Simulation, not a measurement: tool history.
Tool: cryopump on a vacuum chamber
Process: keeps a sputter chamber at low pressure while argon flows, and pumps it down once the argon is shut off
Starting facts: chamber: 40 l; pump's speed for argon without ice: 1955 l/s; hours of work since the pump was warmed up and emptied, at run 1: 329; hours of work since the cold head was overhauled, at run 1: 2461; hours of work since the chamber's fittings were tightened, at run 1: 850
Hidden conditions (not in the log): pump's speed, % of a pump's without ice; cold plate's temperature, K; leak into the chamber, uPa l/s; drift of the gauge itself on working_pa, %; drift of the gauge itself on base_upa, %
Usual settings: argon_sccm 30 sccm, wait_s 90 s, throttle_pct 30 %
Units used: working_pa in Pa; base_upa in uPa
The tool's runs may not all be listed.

run,hour,argon_sccm,wait_s,throttle_pct,hours of work since the pump was warmed up and emptied,hours of work since the cold head was overhauled,hours of work since the chamber's fittings were tightened,working_pa,base_upa
1,0,30,90,30,329,2461,850,0.0999,0.91
2,85.6,30,90,30,382,2514,903,0.1022,0.94
# hour 100: pump warmed up, emptied and cooled again
3,168.5,20,90,30,42,2562,952,0.0582,0.74
4,228,20,90,30,79,2599,988,0.0585,0.77
5,274.7,32,90,30,108,2627,1017,0.0957,0.81
6,363.4,30,90,23,163,2682,1072,0.1183,0.82
7,458.2,30,90,23,222,2741,1131,0.1198,0.84
8,502.6,25,90,30,249,2768,1158,0.0801,0.9
9,555.3,25,90,30,282,2801,1191,0.081,0.94
10,646.8,18,90,30,338,2858,1247,0.0591,0.97
11,701.7,18,90,30,372,2892,1281,0.0601,1.07
# hour 736.2: pump warmed up, emptied and cooled again
12,794.3,30,90,17,36,2946,1335,0.1548,0.84
13,880.3,30,90,51,89,2999,1389,0.0539,0.85
14,929.9,30,90,46,120,3030,1419,0.06,0.91
15,1005.9,30,90,46,167,3077,1466,0.0612,0.96
16,1101.6,30,90,46,226,3136,1526,0.0623,0.99
17,1151.5,30,90,46,257,3167,1556,0.0637,1.02
18,1233.3,43,37,46,307,3217,1607,0.0953,1.54
19,1285.6,30,134,40,340,3250,1639,0.0753,1.03
20,1354.3,50,90,24,382,3292,1682,0.2037,1.2
# hour 1368.6: pump warmed up, emptied and cooled again
21,1435.7,29,90,18,42,3339,1729,0.1403,0.96
22,1487.6,29,90,18,74,3371,1761,0.1417,0.94
23,1577.3,29,36,18,129,3427,1817,0.1433,1.52
24,1656.2,17,106,17,178,3476,1865,0.089,1.03
25,1713,30,31,30,213,3511,1901,0.0938,1.67
26,1790.9,30,31,30,261,3559,1949,0.096,1.71

Forecast each of these 5 alternatives for the next run:
A,1875.4,30,90,54,313,3611,2001,?,?
B,1875.4,22,73,18,313,3611,2001,?,?
C,1875.4,58,50,35,313,3611,2001,?,?
D,1875.4,50,214,15,313,3611,2001,?,?
E,1875.4,30,90,59,313,3611,2001,?,?

run,working_pa,base_upa
A,0.0584,1.28
B,0.1135,1.34
C,0.164,1.58
D,0.3095,1.11
E,0.055,1.22
The same runs, with their run-to-run variation unchanged, on a tool lacking any hidden condition would have given:
run,working_pa,base_upa
A,0.0472,0.48
B,0.1053,0.55
C,0.1425,0.77
D,0.2907,0.31
E,0.044,0.45
